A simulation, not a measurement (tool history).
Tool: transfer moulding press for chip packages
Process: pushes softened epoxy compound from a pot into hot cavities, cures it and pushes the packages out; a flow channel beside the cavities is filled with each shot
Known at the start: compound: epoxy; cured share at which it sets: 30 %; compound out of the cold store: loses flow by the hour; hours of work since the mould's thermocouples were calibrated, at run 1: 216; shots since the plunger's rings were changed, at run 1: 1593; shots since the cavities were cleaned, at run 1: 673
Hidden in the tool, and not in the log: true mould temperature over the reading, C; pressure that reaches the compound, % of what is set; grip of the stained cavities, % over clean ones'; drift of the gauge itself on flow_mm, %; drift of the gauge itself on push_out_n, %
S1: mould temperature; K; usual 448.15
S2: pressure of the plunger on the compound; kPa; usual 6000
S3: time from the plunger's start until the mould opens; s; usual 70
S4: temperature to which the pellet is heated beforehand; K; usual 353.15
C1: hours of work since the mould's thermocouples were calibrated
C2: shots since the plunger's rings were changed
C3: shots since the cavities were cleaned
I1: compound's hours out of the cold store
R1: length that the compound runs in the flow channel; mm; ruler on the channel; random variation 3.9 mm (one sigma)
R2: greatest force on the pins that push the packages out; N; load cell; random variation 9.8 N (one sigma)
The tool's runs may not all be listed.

Run 1, day 0: usual settings; C1 216; C2 1593; C3 673; I1 28.2. Result: R1 616 mm, R2 740 N.
At day 1.262: cavities cleaned with cleaning compound and waxed.
Run 2, day 1.717: usual settings; C1 233; C2 1969; C3 103; I1 44.9. Result: R1 568 mm, R2 918 N.
Run 3, day 3.992: usual settings; C1 256; C2 2487; C3 621; I1 31.9. Result: R1 602 mm, R2 909 N.
At day 5.6: cavities cleaned with cleaning compound and waxed.
Run 4, day 6.442: usual settings; C1 281; C2 3029; C3 191; I1 20.2. Result: R1 624 mm, R2 585 N.
Run 5, day 8.017: usual settings; C1 297; C2 3387; C3 549; I1 46.6. Result: R1 556 mm, R2 735 N.
At day 9.817: cavities cleaned with cleaning compound and waxed.
Run 6, day 9.817: usual settings; C1 314; C2 3781; C3 0; I1 41.2. Result: R1 575 mm, R2 433 N.
Run 7, day 12.896: usual settings; C1 346; C2 4482; C3 701; I1 47.6. Result: R1 543 mm, R2 717 N.
At day 13.942: cavities cleaned with cleaning compound and waxed.
Run 8, day 16.733: usual settings; C1 384; C2 5339; C3 634; I1 14.7. Result: R1 615 mm, R2 775 N.
At day 17.067: plunger's sealing rings changed.
At day 18.283: cavities cleaned with cleaning compound and waxed.
At day 19.158: cavities cleaned with cleaning compound and waxed, once more.
Run 9, day 20.658: usual settings; C1 422; C2 787; C3 341; I1 18.3. Result: R1 641 mm, R2 667 N.
At day 23.442: cavities cleaned with cleaning compound and waxed.
Run 10, day 24.292: usual settings; C1 458; C2 1599; C3 193; I1 36.2. Result: R1 591 mm, R2 569 N.
Run 11, day 27.196: usual settings; C1 488; C2 2259; C3 853; I1 20.5. Result: R1 626 mm, R2 787 N.
At day 27.604: cavities cleaned with cleaning compound and waxed.
Run 12, day 29.325: usual settings; C1 509; C2 2728; C3 390; I1 25.3. Result: R1 608 mm, R2 675 N.
At day 31.888: cavities cleaned with cleaning compound and waxed.
Run 13, day 32.15: usual settings; C1 537; C2 3356; C3 60; I1 32.6. Result: R1 593 mm, R2 469 N.
Run 14, day 35.579: usual settings; C1 572; C2 4136; C3 840; I1 8.6. Result: R1 643 mm, R2 781 N.
At day 36.167: cavities cleaned with cleaning compound and waxed.
Run 15, day 38.354: usual settings but S2 6050 kPa; C1 600; C2 4752; C3 497; I1 15. Result: R1 619 mm, R2 737 N.
At day 40.492: cavities cleaned with cleaning compound and waxed.
Run 16, day 40.492: usual settings but S2 6050 kPa; C1 621; C2 5224; C3 0; I1 18.8. Result: R1 615 mm, R2 427 N.
At day 41.292: plunger's sealing rings changed.
Run 17, day 43.85: usual settings but S1 449.15 K, S2 5510 kPa, S4 362.15 K; C1 654; C2 582; C3 739; I1 34.5. Result: R1 574 mm, R2 698 N.
At day 44.938: cavities cleaned with cleaning compound and waxed.
Run 18, day 45.471: usual settings but S1 449.15 K, S2 5520 kPa, S3 74 s, S4 352.15 K; C1 670; C2 936; C3 121; I1 40.5. Result: R1 561 mm, R2 470 N.
Run 19, day 48.129: usual settings but S3 78 s; C1 697; C2 1541; C3 726; I1 31.1. Result: R1 608 mm, R2 665 N.
At day 49.375: cavities cleaned with cleaning compound and waxed.
Run 20, day 51.479: usual settings but S1 442.15 K, S2 7310 kPa, S3 92 s; C1 731; C2 2288; C3 479; I1 30.3. Result: R1 677 mm, R2 657 N.
Run 21, day 53.4: usual settings but S1 453.15 K, S2 4790 kPa, S3 99 s; C1 750; C2 2724; C3 915; I1 23.1. Result: R1 540 mm, R2 648 N.
At day 53.788: cavities cleaned with cleaning compound and waxed.
Run 22, day 56.6: usual settings but S1 449.15 K, S2 6930 kPa; C1 782; C2 3437; C3 639; I1 22.3. Result: R1 658 mm, R2 688 N.
At day 58.079: cavities cleaned with cleaning compound and waxed.
Run 23, day 58.404: usual settings but S1 446.15 K, S2 6240 kPa; C1 800; C2 3833; C3 74; I1 16.1. Result: R1 638 mm, R2 523 N.
At day 60.496: mould's thermocouples calibrated.
Run 24, day 61.379: usual settings but S1 455.15 K, S2 4600 kPa, S3 90 s, S4 354.15 K; C1 9; C2 4490; C3 731; I1 27.3. Result: R1 509 mm, R2 673 N.
At day 62.288: cavities cleaned with cleaning compound and waxed.
Run 25, day 63.8: usual settings but S1 455.15 K, S2 4600 kPa, S4 358.15 K; C1 33; C2 5026; C3 344; I1 17.3. Result: R1 532 mm, R2 541 N.

Forecast run 26:
At day 65.55: plunger's sealing rings changed.
At day 66.558: cavities cleaned with cleaning compound and waxed.
Run 26, day 66.983: usual settings but S1 441.15 K, S2 4700 kPa, S3 72 s, S4 347.15 K; C1 64; C2 312; C3 97; I1 24.9. Result: R1 ?, R2 ?.

{"run 26": {"R1": 576, "R2": 804}}
Without the tool's hidden state the same run would have given R1 578 mm, R2 696 N.

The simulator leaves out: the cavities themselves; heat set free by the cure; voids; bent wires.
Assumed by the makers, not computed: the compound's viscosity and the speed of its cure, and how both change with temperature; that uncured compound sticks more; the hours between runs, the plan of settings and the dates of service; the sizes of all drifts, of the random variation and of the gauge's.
